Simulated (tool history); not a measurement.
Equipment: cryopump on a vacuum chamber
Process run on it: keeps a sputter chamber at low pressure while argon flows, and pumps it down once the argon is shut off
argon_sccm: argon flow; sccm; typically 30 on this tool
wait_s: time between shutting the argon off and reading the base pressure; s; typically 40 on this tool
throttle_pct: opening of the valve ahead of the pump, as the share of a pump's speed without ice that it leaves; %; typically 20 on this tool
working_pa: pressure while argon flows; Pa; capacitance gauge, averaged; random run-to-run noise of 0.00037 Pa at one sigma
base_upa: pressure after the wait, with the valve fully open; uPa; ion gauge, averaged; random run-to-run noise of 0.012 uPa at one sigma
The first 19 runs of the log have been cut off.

run,hour,argon_sccm,wait_s,throttle_pct,working_pa,base_upa
20,1186.0,30,40,20,0.1235,1.67
21,1236.5,30,40,36,0.0704,1.70
22,1295.0,30,54,36,0.0706,1.37
23,1340.2,59,54,17,0.2840,1.35
24,1410.5,15,188,23,0.0543,0.66
# hour 1468.2: leaking fittings of the chamber tightened, without venting
25,1482.4,15,188,23,0.0544,0.50
26,1554.2,30,222,51,0.0520,0.44
27,1619.3,19,43,21,0.0750,1.45
28,1684.1,30,117,30,0.0854,0.68
29,1753.2,57,40,20,0.2385,1.54
# hour 1806.6: pump warmed up, emptied and cooled again
30,1808.3,12,40,20,0.0479,1.51
31,1877.8,12,40,20,0.0482,1.50
32,1948.6,55,40,17,0.2588,1.52
33,2010.4,28,40,20,0.1128,1.50

What if the next run were any one of these 3? Each begins from the tool's condition after run 33:
A,2053.5,24,40,59,?,?
B,2053.5,22,58,20,?,?
C,2053.5,21,73,20,?,?

run,working_pa,base_upa
A,0.0338,1.55
B,0.0886,1.11
C,0.0845,0.94
Without the tool's unlogged condition, the same runs would have read:
run,working_pa,base_upa
A,0.0324,1.48
B,0.0874,1.04
C,0.0833,0.86
